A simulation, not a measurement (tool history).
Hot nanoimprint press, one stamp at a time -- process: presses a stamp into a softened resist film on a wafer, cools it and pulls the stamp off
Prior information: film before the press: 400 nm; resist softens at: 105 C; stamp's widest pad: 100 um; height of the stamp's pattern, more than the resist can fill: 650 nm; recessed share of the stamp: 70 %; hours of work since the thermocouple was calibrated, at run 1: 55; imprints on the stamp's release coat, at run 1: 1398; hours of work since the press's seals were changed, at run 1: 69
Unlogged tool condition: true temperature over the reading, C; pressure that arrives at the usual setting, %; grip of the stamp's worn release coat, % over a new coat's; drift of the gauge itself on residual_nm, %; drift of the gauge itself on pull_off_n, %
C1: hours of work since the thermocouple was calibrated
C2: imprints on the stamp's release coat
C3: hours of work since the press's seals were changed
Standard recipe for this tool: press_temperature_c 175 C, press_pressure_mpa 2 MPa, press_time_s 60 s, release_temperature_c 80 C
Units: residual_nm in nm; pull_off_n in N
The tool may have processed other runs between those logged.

run 1 hour=0 | press_temperature_c=175 press_pressure_mpa=2 press_time_s=60 release_temperature_c=80 | C1=55 C2=1398 C3=69 | residual_nm=207.4 pull_off_n=176
run 2 hour=18.5 | press_temperature_c=175 press_pressure_mpa=2 press_time_s=60 release_temperature_c=80 | C1=66 C2=1454 C3=79 | residual_nm=206.8 pull_off_n=178
run 3 hour=28.6 | press_temperature_c=175 press_pressure_mpa=2 press_time_s=60 release_temperature_c=80 | C1=71 C2=1484 C3=85 | residual_nm=205.7 pull_off_n=185
run 4 hour=41.9 | press_temperature_c=175 press_pressure_mpa=2 press_time_s=60 release_temperature_c=80 | C1=79 C2=1523 C3=92 | residual_nm=205.1 pull_off_n=181
run 5 hour=57.8 | press_temperature_c=175 press_pressure_mpa=2 press_time_s=60 release_temperature_c=80 | C1=88 C2=1571 C3=101 | residual_nm=205.1 pull_off_n=181
run 6 hour=68.1 | press_temperature_c=175 press_pressure_mpa=2 press_time_s=60 release_temperature_c=80 | C1=93 C2=1602 C3=107 | residual_nm=204.6 pull_off_n=178
run 7 hour=85.1 | press_temperature_c=175 press_pressure_mpa=2 press_time_s=60 release_temperature_c=80 | C1=103 C2=1653 C3=116 | residual_nm=204.7 pull_off_n=182
run 8 hour=96.9 | press_temperature_c=172 press_pressure_mpa=1.42 press_time_s=88 release_temperature_c=74 | C1=109 C2=1688 C3=123 | residual_nm=232.6 pull_off_n=197
run 9 hour=113.4 | press_temperature_c=175 press_pressure_mpa=2.57 press_time_s=60 release_temperature_c=80 | C1=119 C2=1738 C3=132 | residual_nm=187.1 pull_off_n=181
run 10 hour=123.1 | press_temperature_c=175 press_pressure_mpa=2.57 press_time_s=60 release_temperature_c=80 | C1=124 C2=1767 C3=137 | residual_nm=185.9 pull_off_n=183
run 11 hour=139.1 | press_temperature_c=179 press_pressure_mpa=1.73 press_time_s=60 release_temperature_c=72 | C1=133 C2=1815 C3=146 | residual_nm=181.4 pull_off_n=203
run 12 hour=147.1 | press_temperature_c=187 press_pressure_mpa=2 press_time_s=60 release_temperature_c=80 | C1=137 C2=1839 C3=151 | residual_nm=112.3 pull_off_n=180
run 13 hour=156.4 | press_temperature_c=176 press_pressure_mpa=1.66 press_time_s=79 release_temperature_c=69 | C1=143 C2=1866 C3=156 | residual_nm=191.3 pull_off_n=213
run 14 hour=170.2 | press_temperature_c=176 press_pressure_mpa=1.66 press_time_s=79 release_temperature_c=69 | C1=150 C2=1908 C3=164 | residual_nm=188.6 pull_off_n=209

Consider 4 possible next runs. They are alternatives, not a sequence: every one starts from the tool as it was left by run 14. What does each give?
run A hour=185.6 | press_temperature_c=173 press_pressure_mpa=2.2 press_time_s=79 release_temperature_c=74 | C1=159 C2=1954 C3=172 | residual_nm=? pull_off_n=?
run B hour=185.6 | press_temperature_c=176 press_pressure_mpa=1.66 press_time_s=37 release_temperature_c=69 | C1=159 C2=1954 C3=172 | residual_nm=? pull_off_n=?
run C hour=185.6 | press_temperature_c=168 press_pressure_mpa=1.66 press_time_s=90 release_temperature_c=69 | C1=159 C2=1954 C3=172 | residual_nm=? pull_off_n=?
run D hour=185.6 | press_temperature_c=176 press_pressure_mpa=1.66 press_time_s=34 release_temperature_c=69 | C1=159 C2=1954 C3=172 | residual_nm=? pull_off_n=?

run=A residual_nm=197.6 pull_off_n=198
run=B residual_nm=247.3 pull_off_n=217
run=C residual_nm=261.9 pull_off_n=212
run=D residual_nm=255.2 pull_off_n=215
Take away the tool's hidden state, keep each run's random variation, and the runs would have read:
run=A residual_nm=197.4 pull_off_n=196
run=B residual_nm=247.1 pull_off_n=215
run=C residual_nm=261.7 pull_off_n=210
run=D residual_nm=255 pull_off_n=212

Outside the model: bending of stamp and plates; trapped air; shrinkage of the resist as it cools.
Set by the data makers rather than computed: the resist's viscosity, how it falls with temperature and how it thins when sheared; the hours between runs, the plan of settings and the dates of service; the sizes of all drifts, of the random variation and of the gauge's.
